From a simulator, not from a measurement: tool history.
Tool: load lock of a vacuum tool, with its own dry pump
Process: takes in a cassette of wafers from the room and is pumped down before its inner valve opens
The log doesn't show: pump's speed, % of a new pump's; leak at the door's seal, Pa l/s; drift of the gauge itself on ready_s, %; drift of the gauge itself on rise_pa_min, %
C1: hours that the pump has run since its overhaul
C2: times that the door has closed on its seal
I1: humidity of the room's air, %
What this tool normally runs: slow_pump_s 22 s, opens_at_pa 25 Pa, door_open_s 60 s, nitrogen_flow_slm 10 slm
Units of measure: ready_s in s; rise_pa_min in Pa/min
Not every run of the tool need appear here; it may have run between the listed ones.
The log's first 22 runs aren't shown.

{"run": 23, "day": 85.142, "slow_pump_s": 17, "opens_at_pa": 41, "door_open_s": 39, "nitrogen_flow_slm": 19, "C1": 2234, "C2": 9105, "I1": 43.8, "ready_s": 37.4, "rise_pa_min": 0.115}
{"run": 24, "day": 87.996, "slow_pump_s": 22, "opens_at_pa": 25, "door_open_s": 147, "nitrogen_flow_slm": 20, "C1": 2302, "C2": 9223, "I1": 43.3, "ready_s": 42.1, "rise_pa_min": 0.166}
{"run": 25, "day": 90.85, "slow_pump_s": 16, "opens_at_pa": 26, "door_open_s": 147, "nitrogen_flow_slm": 21, "C1": 2371, "C2": 9340, "I1": 44.5, "ready_s": 38.1, "rise_pa_min": 0.168}
{"run": 26, "day": 94.475, "slow_pump_s": 19, "opens_at_pa": 25, "door_open_s": 60, "nitrogen_flow_slm": 10, "C1": 2458, "C2": 9490, "I1": 46.1, "ready_s": 40.5, "rise_pa_min": 0.156}
{"run": 27, "day": 97.929, "slow_pump_s": 19, "opens_at_pa": 25, "door_open_s": 60, "nitrogen_flow_slm": 10, "C1": 2541, "C2": 9632, "I1": 43.8, "ready_s": 40.8, "rise_pa_min": 0.16}
{"run": 28, "day": 102.946, "slow_pump_s": 22, "opens_at_pa": 25, "door_open_s": 75, "nitrogen_flow_slm": 7, "C1": 2661, "C2": 9839, "I1": 45.8, "ready_s": 41.8, "rise_pa_min": 0.182}
{"run": 29, "day": 105.55, "slow_pump_s": 22, "opens_at_pa": 42, "door_open_s": 60, "nitrogen_flow_slm": 35, "C1": 2723, "C2": 9946, "I1": 44.0, "ready_s": 40.7, "rise_pa_min": 0.121}
{"run": 30, "day": 110.658, "slow_pump_s": 22, "opens_at_pa": 27, "door_open_s": 60, "nitrogen_flow_slm": 10, "C1": 2846, "C2": 10156, "I1": 43.1, "ready_s": 42.5, "rise_pa_min": 0.15}
{"run": 31, "day": 115.538, "slow_pump_s": 42, "opens_at_pa": 34, "door_open_s": 43, "nitrogen_flow_slm": 31, "C1": 2963, "C2": 10357, "I1": 45.0, "ready_s": 56.4, "rise_pa_min": 0.116}

Predict the results of run 32:
{"run": 32, "day": 118.183, "slow_pump_s": 22, "opens_at_pa": 21, "door_open_s": 61, "nitrogen_flow_slm": 25, "C1": 3027, "C2": 10466, "I1": 47.7, "ready_s": "?", "rise_pa_min": "?"}

Run 32 gave ready_s 43.6 s, rise_pa_min 0.138 Pa/min.
If the tool had no hidden condition, the same run with the same run-to-run variation would have returned ready_s 42.4 s, rise_pa_min 0.069 Pa/min.
